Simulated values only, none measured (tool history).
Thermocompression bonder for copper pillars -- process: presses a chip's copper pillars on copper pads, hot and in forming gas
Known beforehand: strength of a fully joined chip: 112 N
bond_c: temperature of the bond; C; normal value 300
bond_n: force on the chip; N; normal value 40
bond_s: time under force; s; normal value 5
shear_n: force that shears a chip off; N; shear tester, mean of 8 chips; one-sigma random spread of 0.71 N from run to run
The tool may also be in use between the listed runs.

{"run": 1, "day": 0.0, "bond_c": 300, "bond_n": 40, "bond_s": 5, "shear_n": 45.3}
{"run": 2, "day": 0.354, "bond_c": 300, "bond_n": 40, "bond_s": 5, "shear_n": 46.6}
{"run": 3, "day": 0.729, "bond_c": 300, "bond_n": 40, "bond_s": 7, "shear_n": 52.0}
{"run": 4, "day": 1.012, "bond_c": 300, "bond_n": 40, "bond_s": 5, "shear_n": 45.8}
{"run": 5, "day": 1.196, "bond_c": 300, "bond_n": 40, "bond_s": 5, "shear_n": 45.6}
{"run": 6, "day": 1.512, "bond_c": 273, "bond_n": 40, "bond_s": 5, "shear_n": 32.3}
{"run": 7, "day": 1.717, "bond_c": 294, "bond_n": 40, "bond_s": 5, "shear_n": 42.6}
{"run": 8, "day": 2.033, "bond_c": 300, "bond_n": 40, "bond_s": 5, "shear_n": 46.3}
{"run": 9, "day": 2.446, "bond_c": 300, "bond_n": 40, "bond_s": 5, "shear_n": 46.3}
{"run": 10, "day": 2.742, "bond_c": 291, "bond_n": 31, "bond_s": 5, "shear_n": 36.3}
{"run": 11, "day": 2.983, "bond_c": 272, "bond_n": 41, "bond_s": 12, "shear_n": 45.5}
{"run": 12, "day": 3.288, "bond_c": 312, "bond_n": 30, "bond_s": 6, "shear_n": 49.0}
{"run": 13, "day": 3.542, "bond_c": 327, "bond_n": 30, "bond_s": 9, "shear_n": 66.7}
{"run": 14, "day": 3.754, "bond_c": 327, "bond_n": 30, "bond_s": 3, "shear_n": 45.4}
{"run": 15, "day": 4.029, "bond_c": 282, "bond_n": 37, "bond_s": 10, "shear_n": 46.1}
{"run": 16, "day": 4.396, "bond_c": 315, "bond_n": 28, "bond_s": 5, "shear_n": 47.1}
{"run": 17, "day": 4.633, "bond_c": 295, "bond_n": 36, "bond_s": 13, "shear_n": 57.0}
{"run": 18, "day": 4.825, "bond_c": 295, "bond_n": 56, "bond_s": 10, "shear_n": 64.1}

5 options for the next run, each taken on its own from the tool as it stands now. Forecast them:
{"run": "A", "day": 5.233, "bond_c": 288, "bond_n": 37, "bond_s": 5, "shear_n": "?"}
{"run": "B", "day": 5.233, "bond_c": 295, "bond_n": 43, "bond_s": 10, "shear_n": "?"}
{"run": "C", "day": 5.233, "bond_c": 282, "bond_n": 30, "bond_s": 5, "shear_n": "?"}
{"run": "D", "day": 5.233, "bond_c": 283, "bond_n": 29, "bond_s": 10, "shear_n": "?"}
{"run": "E", "day": 5.233, "bond_c": 274, "bond_n": 40, "bond_s": 5, "shear_n": "?"}

run=A shear_n=37.4
run=B shear_n=56.6
run=C shear_n=29.9
run=D shear_n=39.4
run=E shear_n=31.5
With no hidden state in the tool, these same runs would have given:
run=A shear_n=42.2
run=B shear_n=62.7
run=C shear_n=34.1
run=D shear_n=44.6
run=E shear_n=35.9
